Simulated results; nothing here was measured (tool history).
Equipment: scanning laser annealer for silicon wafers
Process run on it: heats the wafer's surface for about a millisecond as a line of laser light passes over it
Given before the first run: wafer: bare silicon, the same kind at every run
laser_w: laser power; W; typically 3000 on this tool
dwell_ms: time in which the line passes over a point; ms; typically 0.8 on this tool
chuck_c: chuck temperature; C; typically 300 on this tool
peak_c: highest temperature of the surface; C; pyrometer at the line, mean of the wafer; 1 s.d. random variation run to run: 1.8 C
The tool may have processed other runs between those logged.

| run | hour | laser_w | dwell_ms | chuck_c | peak_c |
|---|---|---|---|---|---|
| 1 | 0 | 3000 | 0.8 | 300 | 1041 |
| 2 | 39.8 | 3000 | 0.8 | 300 | 1042 |
| 3 | 67.1 | 3000 | 0.8 | 300 | 1041 |
|  | 102.1 | window over the wafer cleaned |
| 4 | 107.7 | 3000 | 0.8 | 300 | 1041 |
| 5 | 156.7 | 3000 | 0.8 | 300 | 1041 |
| 6 | 208.6 | 3000 | 0.8 | 300 | 1041 |
| 7 | 236.9 | 3000 | 0.985 | 300 | 1132 |
| 8 | 293 | 3000 | 0.985 | 300 | 1133 |
| 9 | 333.7 | 3000 | 0.985 | 300 | 1130 |
| 10 | 358.2 | 3000 | 0.985 | 300 | 1132 |
| 11 | 389 | 3000 | 0.985 | 300 | 1133 |
| 12 | 425.5 | 3000 | 0.985 | 300 | 1128 |
| 13 | 469.2 | 3000 | 0.985 | 300 | 1130 |
| 14 | 507.2 | 3000 | 0.985 | 300 | 1132 |
|  | 519.1 | optics aligned, line set to its width |
| 15 | 537.7 | 3000 | 0.8 | 300 | 1038 |
| 16 | 578.6 | 3000 | 0.8 | 311 | 1053 |
| 17 | 619.4 | 3000 | 0.8 | 311 | 1056 |
| 18 | 658.4 | 3000 | 0.8 | 311 | 1051 |
| 19 | 710.5 | 3000 | 0.8 | 311 | 1051 |
| 20 | 765.1 | 3000 | 0.8 | 311 | 1053 |
| 21 | 788.8 | 3000 | 0.8 | 311 | 1053 |
| 22 | 832.6 | 3183 | 0.858 | 275 | 1096 |
| 23 | 875.6 | 3183 | 0.858 | 275 | 1095 |
| 24 | 918.7 | 2843 | 0.8 | 270 | 967 |
| 25 | 972.1 | 2794 | 0.8 | 298 | 983 |
| 26 | 1013.3 | 2794 | 0.8 | 298 | 985 |
| 27 | 1069 | 3023 | 0.811 | 300 | 1051 |
| 28 | 1126.7 | 3000 | 0.96 | 331 | 1152 |
| 29 | 1154.7 | 2760 | 0.793 | 323 | 998 |
| 30 | 1197.4 | 3238 | 0.8 | 273 | 1077 |
| 31 | 1222.1 | 2784 | 0.8 | 264 | 947 |
| 32 | 1262.8 | 2784 | 0.8 | 264 | 947 |

Predict the results of run 33:
| 33 | 1312.4 | 3175 | 0.8 | 300 | ? |

{"run 33": {"peak_c": 1088}}
With no hidden state in the tool, this same run would have given peak_c 1089 C.
